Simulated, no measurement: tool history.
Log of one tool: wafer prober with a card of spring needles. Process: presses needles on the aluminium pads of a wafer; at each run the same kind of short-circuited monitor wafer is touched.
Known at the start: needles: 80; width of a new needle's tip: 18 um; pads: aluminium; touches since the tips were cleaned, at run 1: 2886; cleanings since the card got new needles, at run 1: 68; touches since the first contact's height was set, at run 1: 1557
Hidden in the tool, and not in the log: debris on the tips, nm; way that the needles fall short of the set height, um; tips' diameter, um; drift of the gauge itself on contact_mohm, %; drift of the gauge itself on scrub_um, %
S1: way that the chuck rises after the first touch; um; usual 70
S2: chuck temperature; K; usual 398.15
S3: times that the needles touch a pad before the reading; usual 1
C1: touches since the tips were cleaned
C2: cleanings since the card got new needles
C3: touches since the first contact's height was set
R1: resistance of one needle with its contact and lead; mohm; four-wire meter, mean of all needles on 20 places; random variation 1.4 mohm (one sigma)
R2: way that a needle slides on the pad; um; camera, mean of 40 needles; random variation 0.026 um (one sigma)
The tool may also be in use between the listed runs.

run	day	S1	S2	S3	C1	C2	C3	R1	R2
1	0.000	70	398.15	1	2886	68	1557	114	9.52
# day 0.154: tips cleaned on abrasive film
# day 0.496: tips cleaned on abrasive film
# day 0.854: tips cleaned on abrasive film
2	0.921	81	398.15	1	1124	71	16865	115	10.97
# day 1.188: tips cleaned on abrasive film
# day 1.508: tips cleaned on abrasive film
# day 1.871: tips cleaned on abrasive film
3	1.904	81	398.15	1	573	74	33256	114	11.02
# day 2.233: tips cleaned on abrasive film
# day 2.608: tips cleaned on abrasive film
# day 2.958: tips cleaned on abrasive film
4	2.958	81	398.15	1	0	77	50839	113	11.02
# day 3.338: tips cleaned on abrasive film
# day 3.662: tips cleaned on abrasive film
5	3.779	81	398.15	1	1988	79	64589	115	11.01
# day 4.042: tips cleaned on abrasive film
# day 4.396: tips cleaned on abrasive film
# day 4.762: tips cleaned on abrasive film
6	4.838	81	398.15	1	1275	82	82216	116	11.00
# day 5.092: tips cleaned on abrasive film
# day 5.467: tips cleaned on abrasive film
7	5.621	81	398.15	1	2599	84	95316	113	11.01
# day 5.838: tips cleaned on abrasive film
# day 6.196: tips cleaned on abrasive film
8	6.475	81	398.15	1	4723	86	109595	116	10.97
# day 6.529: tips cleaned on abrasive film
# day 6.883: tips cleaned on abrasive film
9	7.162	70	398.15	1	4738	88	121059	115	9.46
# day 7.242: tips cleaned on abrasive film
# day 7.567: tips cleaned on abrasive film
10	7.858	70	385.15	1	4936	90	132669	116	9.53
# day 7.933: tips cleaned on abrasive film
# day 8.271: tips cleaned on abrasive film
# day 8.462: height of the first contact set anew
# day 8.642: tips cleaned on abrasive film
# day 9.000: tips cleaned on abrasive film
11	9.000	70	385.15	1	0	94	8900	115	9.49
# day 9.358: tips cleaned on abrasive film
# day 9.712: tips cleaned on abrasive film
# day 10.054: tips cleaned on abrasive film
12	10.054	70	385.15	1	0	97	26524	116	9.50
# day 10.442: tips cleaned on abrasive film
# day 10.788: tips cleaned on abrasive film
13	10.992	70	385.15	1	3444	99	42170	116	9.50
# day 11.138: tips cleaned on abrasive film
# day 11.508: tips cleaned on abrasive film
# day 11.842: tips cleaned on abrasive film
14	11.950	70	385.15	1	1840	102	58161	117	9.48
# day 12.167: tips cleaned on abrasive film
# day 12.500: tips cleaned on abrasive film
15	12.500	70	385.15	1	0	104	67313	113	9.50
# day 12.871: tips cleaned on abrasive film
16	13.167	70	385.15	1	5007	105	78484	114	9.50
# day 13.238: tips cleaned on abrasive film
# day 13.588: tips cleaned on abrasive film
# day 13.958: tips cleaned on abrasive film
17	14.112	54	300.15	1	2602	108	94183	108	7.37
# day 14.300: tips cleaned on abrasive film
# day 14.671: tips cleaned on abrasive film
18	14.742	51	308.15	2	1185	110	104698	107	6.99
# day 15.021: tips cleaned on abrasive film
# day 15.371: tips cleaned on abrasive film
# day 15.721: tips cleaned on abrasive film
19	15.767	70	324.15	1	717	113	121757	108	9.50
# day 16.075: tips cleaned on abrasive film
# day 16.421: tips cleaned on abrasive film
20	16.492	90	369.15	1	1155	115	133859	111	12.21
# day 16.783: tips cleaned on abrasive film
# day 17.046: height of the first contact set anew
# day 17.129: tips cleaned on abrasive film
21	17.250	63	340.15	1	2019	117	3335	109	8.54
# day 17.500: tips cleaned on abrasive film
# day 17.833: tips cleaned on abrasive film
# day 18.154: tips cleaned on abrasive film
22	18.362	84	333.15	1	3486	120	21927	107	11.39
# day 18.512: tips cleaned on abrasive film
# day 18.862: tips cleaned on abrasive film
# day 19.229: tips cleaned on abrasive film
23	19.383	84	333.15	1	2623	123	38977	106	11.41
# day 19.592: tips cleaned on abrasive film
# day 19.971: tips cleaned on abrasive film
# day 20.338: tips cleaned on abrasive film
24	20.458	69	318.15	1	1995	126	56861	107	9.37
# day 20.671: tips cleaned on abrasive film
# day 21.038: tips cleaned on abrasive film
25	21.250	69	318.15	2	3606	128	70105	109	9.35
# day 21.388: tips cleaned on abrasive film
# day 21.712: tips cleaned on abrasive film
# day 22.033: tips cleaned on abrasive film
26	22.146	89	325.15	1	1902	131	85038	104	12.08
# day 22.425: tips cleaned on abrasive film
# day 22.762: tips cleaned on abrasive film
# day 23.096: tips cleaned on abrasive film
27	23.121	73	302.15	1	418	134	101280	102	9.93
# day 23.425: tips cleaned on abrasive film
28	23.662	70	337.15	1	4006	135	110355	110	9.51
# day 23.808: tips cleaned on abrasive film
# day 24.150: tips cleaned on abrasive film
29	24.150	70	398.15	1	0	137	118417	113	9.49
# day 24.521: tips cleaned on abrasive film
30	24.788	70	349.15	2	4486	138	129099	111	9.49

Hidden state at the last listed run before each entry between runs and at the first one after, where it differs:
Between runs 1 and 2: tips cleaned on abrasive film (day 0.154); tips cleaned on abrasive film (day 0.496); tips cleaned on abrasive film (day 0.854)
  debris on the tips, nm: 0.8 -> 0.4
Between runs 2 and 3: tips cleaned on abrasive film (day 1.188); tips cleaned on abrasive film (day 1.508); tips cleaned on abrasive film (day 1.871)
  debris on the tips, nm: 0.4 -> 0.3; tips' diameter, um: 18.01 -> 18.02
Between runs 3 and 4: tips cleaned on abrasive film (day 2.233); tips cleaned on abrasive film (day 2.608); tips cleaned on abrasive film (day 2.958)
  debris on the tips, nm: 0.3 -> 0.1; way that the needles fall short of the set height, um: 0 -> 0.01
Between runs 4 and 5: tips cleaned on abrasive film (day 3.338); tips cleaned on abrasive film (day 3.662)
  debris on the tips, nm: 0.1 -> 0.7
Between runs 5 and 6: tips cleaned on abrasive film (day 4.042); tips cleaned on abrasive film (day 4.396); tips cleaned on abrasive film (day 4.762)
  debris on the tips, nm: 0.7 -> 0.5
Between runs 6 and 7: tips cleaned on abrasive film (day 5.092); tips cleaned on abrasive film (day 5.467)
  debris on the tips, nm: 0.5 -> 0.8
Between runs 7 and 8: tips cleaned on abrasive film (day 5.838); tips cleaned on abrasive film (day 6.196)
  debris on the tips, nm: 0.8 -> 1
Between runs 8 and 9: tips cleaned on abrasive film (day 6.529); tips cleaned on abrasive film (day 6.883)
  no hidden state differs between the two runs
Between runs 9 and 10: tips cleaned on abrasive film (day 7.242); tips cleaned on abrasive film (day 7.567)
  debris on the tips, nm: 1 -> 0.9
Between runs 10 and 11: tips cleaned on abrasive film (day 7.933); tips cleaned on abrasive film (day 8.271); height of the first contact set anew (day 8.462); tips cleaned on abrasive film (day 8.642); tips cleaned on abrasive film (day 9.000)
  debris on the tips, nm: 0.9 -> 0.1; way that the needles fall short of the set height, um: 0.01 -> 0
Between runs 11 and 12: tips cleaned on abrasive film (day 9.358); tips cleaned on abrasive film (day 9.712); tips cleaned on abrasive film (day 10.054)
  no hidden state differs between the two runs
Between runs 12 and 13: tips cleaned on abrasive film (day 10.442); tips cleaned on abrasive film (day 10.788)
  debris on the tips, nm: 0.1 -> 0.9
Between runs 13 and 14: tips cleaned on abrasive film (day 11.138); tips cleaned on abrasive film (day 11.508); tips cleaned on abrasive film (day 11.842)
  debris on the tips, nm: 0.9 -> 0.6; way that the needles fall short of the set height, um: 0 -> 0.01
Between runs 14 and 15: tips cleaned on abrasive film (day 12.167); tips cleaned on abrasive film (day 12.500)
  debris on the tips, nm: 0.6 -> 0.1
Between runs 15 and 16: tips cleaned on abrasive film (day 12.871)
  debris on the tips, nm: 0.1 -> 1
Between runs 16 and 17: tips cleaned on abrasive film (day 13.238); tips cleaned on abrasive film (day 13.588); tips cleaned on abrasive film (day 13.958)
  debris on the tips, nm: 1 -> 0.8
Between runs 17 and 18: tips cleaned on abrasive film (day 14.300); tips cleaned on abrasive film (day 14.671)
  debris on the tips, nm: 0.8 -> 0.5
Between runs 18 and 19: tips cleaned on abrasive film (day 15.021); tips cleaned on abrasive film (day 15.371); tips cleaned on abrasive film (day 15.721)
  debris on the tips, nm: 0.5 -> 0.4
Between runs 19 and 20: tips cleaned on abrasive film (day 16.075); tips cleaned on abrasive film (day 16.421)
  no hidden state differs between the two runs
Between runs 20 and 21: tips cleaned on abrasive film (day 16.783); height of the first contact set anew (day 17.046); tips cleaned on abrasive film (day 17.129)
  debris on the tips, nm: 0.4 -> 0.7; way that the needles fall short of the set height, um: 0.01 -> 0
Between runs 21 and 22: tips cleaned on abrasive film (day 17.500); tips cleaned on abrasive film (day 17.833); tips cleaned on abrasive film (day 18.154)
  debris on the tips, nm: 0.7 -> 0.9
Between runs 22 and 23: tips cleaned on abrasive film (day 18.512); tips cleaned on abrasive film (day 18.862); tips cleaned on abrasive film (day 19.229)
  debris on the tips, nm: 0.9 -> 0.8
Between runs 23 and 24: tips cleaned on abrasive film (day 19.592); tips cleaned on abrasive film (day 19.971); tips cleaned on abrasive film (day 20.338)
  debris on the tips, nm: 0.8 -> 0.7; tips' diameter, um: 18.02 -> 18.03
Between runs 24 and 25: tips cleaned on abrasive film (day 20.671); tips cleaned on abrasive film (day 21.038)
  debris on the tips, nm: 0.7 -> 0.9; way that the needles fall short of the set height, um: 0 -> 0.01
Between runs 25 and 26: tips cleaned on abrasive film (day 21.388); tips cleaned on abrasive film (day 21.712); tips cleaned on abrasive film (day 22.033)
  debris on the tips, nm: 0.9 -> 0.6
Between runs 26 and 27: tips cleaned on abrasive film (day 22.425); tips cleaned on abrasive film (day 22.762); tips cleaned on abrasive film (day 23.096)
  debris on the tips, nm: 0.6 -> 0.2
Between runs 27 and 28: tips cleaned on abrasive film (day 23.425)
  debris on the tips, nm: 0.2 -> 0.9
Between runs 28 and 29: tips cleaned on abrasive film (day 23.808); tips cleaned on abrasive film (day 24.150)
  debris on the tips, nm: 0.9 -> 0.1
Between runs 29 and 30: tips cleaned on abrasive film (day 24.521)
  debris on the tips, nm: 0.1 -> 1
